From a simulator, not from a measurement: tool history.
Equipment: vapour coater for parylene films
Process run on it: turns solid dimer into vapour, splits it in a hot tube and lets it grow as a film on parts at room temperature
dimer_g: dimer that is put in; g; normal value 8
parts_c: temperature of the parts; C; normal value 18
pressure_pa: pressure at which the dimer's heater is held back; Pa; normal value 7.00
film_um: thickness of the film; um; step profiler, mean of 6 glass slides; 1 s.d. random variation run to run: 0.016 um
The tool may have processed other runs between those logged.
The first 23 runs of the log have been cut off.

run    hour  dimer_g  parts_c  pressure_pa  film_um
 24   813.6        8       12         4.69     1.87
 25   836.1        7       12         5.39     1.56
 26   865.8        8       13         7.00     1.67
 27   900.8        8       17         5.45     1.39
 28   948.5        8       17         5.45     1.37
 29   982.3        8       17         5.45     1.37
 30  1014.5        8       17         5.45     1.38
 31  1056.9       13       12         6.50     2.76
 32  1107.2        6       12         2.48     1.40
 33  1138.2        7       12         2.95     1.59
 34  1182.5        8       17         5.26     1.33
 35  1229.0        8       17         5.26     1.33
 36  1283.4        8       18         2.88     1.32
 37  1330.9       14       11         3.03     3.14

3 options for the next run, each taken on its own from the tool as it stands now. Forecast them:
  A  1363.1       12       25         2.03        ?
  B  1363.1       13       18         7.00        ?
  C  1363.1       14       26         3.72        ?

run  film_um
  A     1.45
  B     1.96
  C     1.56
What these runs would have given with no unlogged condition in the tool:
run  film_um
  A     1.66
  B     2.23
  C     1.77
